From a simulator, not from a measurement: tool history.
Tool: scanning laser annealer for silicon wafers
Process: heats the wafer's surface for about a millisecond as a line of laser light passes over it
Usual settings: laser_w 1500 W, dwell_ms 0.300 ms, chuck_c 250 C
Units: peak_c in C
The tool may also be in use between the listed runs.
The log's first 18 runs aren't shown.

run	hour	laser_w	dwell_ms	chuck_c	hours of work since the window was cleaned	hours of work since the power meter was calibrated	hours of work since the optics were aligned	peak_c
# hour 117.2: window over the wafer cleaned
19	126.2	1500	0.300	250	4	218	91	1036
20	132.5	1500	0.300	250	7	221	93	1034
# hour 141.0: window over the wafer cleaned, once more
21	141.1	1280	0.278	240	0	223	96	873
22	148.9	1280	0.278	240	3	227	100	872
23	155.8	1311	0.329	226	6	230	103	941
24	164.4	1500	0.223	289	10	234	106	961
25	173.1	1500	0.223	219	14	237	110	885
26	179.7	1397	0.223	282	17	240	113	891
27	189.4	1397	0.223	282	21	244	117	895
28	193.8	1397	0.223	282	23	246	119	896
29	198.2	1397	0.223	282	25	248	121	897
30	204.9	1500	0.292	225	28	251	124	1006
31	209.6	1500	0.292	225	30	253	126	1004
32	220.0	1341	0.292	283	34	258	131	967
33	229.1	1288	0.302	271	38	262	135	936
34	237.4	1525	0.300	249	42	265	138	1052
35	242.5	1589	0.213	256	44	267	140	945
36	250.0	1589	0.213	256	47	271	144	949
37	255.0	1578	0.213	250	49	273	146	931
38	263.4	1605	0.379	250	53	277	149	1228
39	272.5	1605	0.379	250	57	281	153	1232
40	277.7	1331	0.300	250	59	283	156	936

4 ways to go on from here, each from the tool as it stands after run 40. What would each give?
A	286.4	1383	0.303	250	63	287	159	?
B	286.4	1471	0.371	250	63	287	159	?
C	286.4	1500	0.300	227	63	287	159	?
D	286.4	1535	0.300	272	63	287	159	?

run	peak_c
A	971
B	1123
C	1018
D	1080
Without the tool's hidden state the same runs would have given:
run	peak_c
A	981
B	1135
C	1028
D	1091

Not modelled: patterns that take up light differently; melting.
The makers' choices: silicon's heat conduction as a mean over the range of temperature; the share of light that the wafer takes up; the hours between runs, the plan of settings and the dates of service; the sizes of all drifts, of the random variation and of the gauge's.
